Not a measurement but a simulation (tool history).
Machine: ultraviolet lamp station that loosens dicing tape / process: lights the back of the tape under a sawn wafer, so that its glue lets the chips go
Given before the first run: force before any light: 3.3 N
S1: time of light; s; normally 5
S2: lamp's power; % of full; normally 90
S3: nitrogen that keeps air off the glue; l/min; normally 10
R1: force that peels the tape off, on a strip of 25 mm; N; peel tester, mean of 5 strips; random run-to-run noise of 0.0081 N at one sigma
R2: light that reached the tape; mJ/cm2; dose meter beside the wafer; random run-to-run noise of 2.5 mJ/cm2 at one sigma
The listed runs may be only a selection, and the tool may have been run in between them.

Run 1, day 0: usual settings. Result: R1 0.34 N, R2 283 mJ/cm2.
Run 2, day 0.308: usual settings but S1 7 s. Result: R1 0.23 N, R2 393 mJ/cm2.
Run 3, day 0.538: usual settings but S1 7 s. Result: R1 0.226 N, R2 399 mJ/cm2.
At day 0.588: window cleaned of glue's vapour.
Run 4, day 0.846: usual settings but S1 7 s. Result: R1 0.232 N, R2 391 mJ/cm2.
Run 5, day 1.138: usual settings but S1 7 s. Result: R1 0.241 N, R2 390 mJ/cm2.
Run 6, day 1.508: usual settings but S2 86 % of full. Result: R1 0.388 N, R2 265 mJ/cm2.
Run 7, day 1.904: usual settings but S1 2 s, S2 66 % of full, S3 4 l/min. Result: R1 1.947 N, R2 84 mJ/cm2.
Run 8, day 2.217: usual settings but S1 2 s, S2 89 % of full, S3 4 l/min. Result: R1 1.545 N, R2 110 mJ/cm2.
Run 9, day 2.45: usual settings but S1 2 s, S2 89 % of full, S3 4 l/min. Result: R1 1.634 N, R2 110 mJ/cm2.
Run 10, day 2.842: usual settings but S1 8 s, S2 66 % of full, S3 7 l/min. Result: R1 0.362 N, R2 323 mJ/cm2.
At day 2.933: window cleaned of glue's vapour, once more.
Run 11, day 3.258: usual settings but S1 3 s, S2 66 % of full, S3 8 l/min. Result: R1 1.118 N, R2 130 mJ/cm2.

Each row is a separate what-if for the run after 11, all from the same tool condition, not one after another. Results?
Run A, day 3.542: usual settings but S1 3 s. Result: R1 ?, R2 ?.
Run B, day 3.542: usual settings but S1 3 s, S2 66 % of full, S3 8 l/min. Result: R1 ?, R2 ?.
Run C, day 3.542: usual settings but S1 4 s, S2 60 % of full, S3 6 l/min. Result: R1 ?, R2 ?.
Run D, day 3.542: usual settings but S2 97 % of full. Result: R1 ?, R2 ?.
Run E, day 3.542: usual settings but S1 6 s, S2 67 % of full. Result: R1 ?, R2 ?.

run     R1   R2
  A  0.677  179
  B  1.082  129
  C  1.033  157
  D  0.309  315
  E  0.399  264
What these runs would have given with no unlogged condition in the tool:
run     R1   R2
  A  0.639  187
  B  1.035  135
  C  0.986  164
  D  0.292  330
  E  0.375  275
